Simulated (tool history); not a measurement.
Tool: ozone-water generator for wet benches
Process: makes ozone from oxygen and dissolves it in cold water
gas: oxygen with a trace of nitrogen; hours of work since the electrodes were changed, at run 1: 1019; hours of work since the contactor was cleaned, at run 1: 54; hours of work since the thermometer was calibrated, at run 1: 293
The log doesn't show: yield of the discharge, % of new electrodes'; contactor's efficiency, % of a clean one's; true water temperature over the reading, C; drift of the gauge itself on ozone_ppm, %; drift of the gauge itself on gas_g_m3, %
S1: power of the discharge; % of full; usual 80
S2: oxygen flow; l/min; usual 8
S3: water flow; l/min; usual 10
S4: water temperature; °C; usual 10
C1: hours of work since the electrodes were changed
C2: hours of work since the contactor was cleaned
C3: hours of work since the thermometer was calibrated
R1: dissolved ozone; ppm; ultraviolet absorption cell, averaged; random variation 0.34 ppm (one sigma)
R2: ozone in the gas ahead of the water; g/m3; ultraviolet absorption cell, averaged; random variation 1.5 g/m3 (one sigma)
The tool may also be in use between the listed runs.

| run | hour | S1 | S2 | S3 | S4 | C1 | C2 | C3 | R1 | R2 |
|---|---|---|---|---|---|---|---|---|---|---|
| 1 | 0 | 80 | 8 | 10 | 10 | 1019 | 54 | 293 | 53.5 | 273 |
| 2 | 172.3 | 80 | 8 | 10 | 10 | 1172 | 207 | 446 | 53.3 | 275.1 |
| 3 | 343 | 80 | 8 | 10 | 10 | 1324 | 359 | 598 | 53.2 | 273.4 |
| 4 | 445.1 | 80 | 8 | 10 | 10 | 1415 | 450 | 688 | 53.4 | 271.1 |
| 5 | 620.8 | 80 | 8 | 10 | 9 | 1571 | 606 | 844 | 53.6 | 269.2 |
| 6 | 812.9 | 80 | 8 | 10 | 9 | 1742 | 777 | 1015 | 53.4 | 270.6 |
| 7 | 987.4 | 80 | 8 | 10 | 9 | 1897 | 932 | 1170 | 53.6 | 269.2 |
| 8 | 1164.1 | 62 | 6.04 | 8 | 17 | 2054 | 1089 | 1327 | 44.4 | 259 |
| 9 | 1365.8 | 89 | 8.01 | 9 | 15 | 2233 | 1268 | 1506 | 54.2 | 291.3 |
| 10 | 1485 | 69 | 8 | 12 | 6 | 2339 | 1374 | 1612 | 43.9 | 237.8 |
| 11 | 1593.3 | 69 | 4.74 | 9 | 10 | 2435 | 1470 | 1708 | 55.5 | 322.7 |
| 12 | 1705.6 | 69 | 4.74 | 9 | 10 | 2535 | 1570 | 1808 | 54.6 | 323.5 |
| 13 | 1827 | 69 | 5.15 | 14 | 10 | 2643 | 1678 | 1916 | 38.3 | 306 |
| 14 | 1995.6 | 83 | 12.49 | 10 | 5 | 2792 | 1827 | 2066 | 51.7 | 208.5 |

Forecast each of these 5 alternatives for the next run:
| A | 2133.4 | 76 | 5.99 | 10 | 5 | 2915 | 1950 | 2188 | ? | ? |
| B | 2133.4 | 80 | 8 | 10 | 9 | 2915 | 1950 | 2188 | ? | ? |
| C | 2133.4 | 52 | 12.49 | 10 | 11 | 2915 | 1950 | 2188 | ? | ? |
| D | 2133.4 | 93 | 5.3 | 10 | 16 | 2915 | 1950 | 2188 | ? | ? |
| E | 2133.4 | 80 | 8.97 | 10 | 10 | 2915 | 1950 | 2188 | ? | ? |

| run | R1 | R2 |
|---|---|---|
| A | 57.9 | 304.7 |
| B | 52.1 | 264.2 |
| C | 30.5 | 142.7 |
| D | 56.9 | 389.6 |
| E | 49.7 | 247.9 |
Without the tool's hidden state the same runs would have given:
| run | R1 | R2 |
|---|---|---|
| A | 62.1 | 319.2 |
| B | 56 | 277.3 |
| C | 32.3 | 147.4 |
| D | 61.5 | 411.1 |
| E | 53.5 | 260.2 |
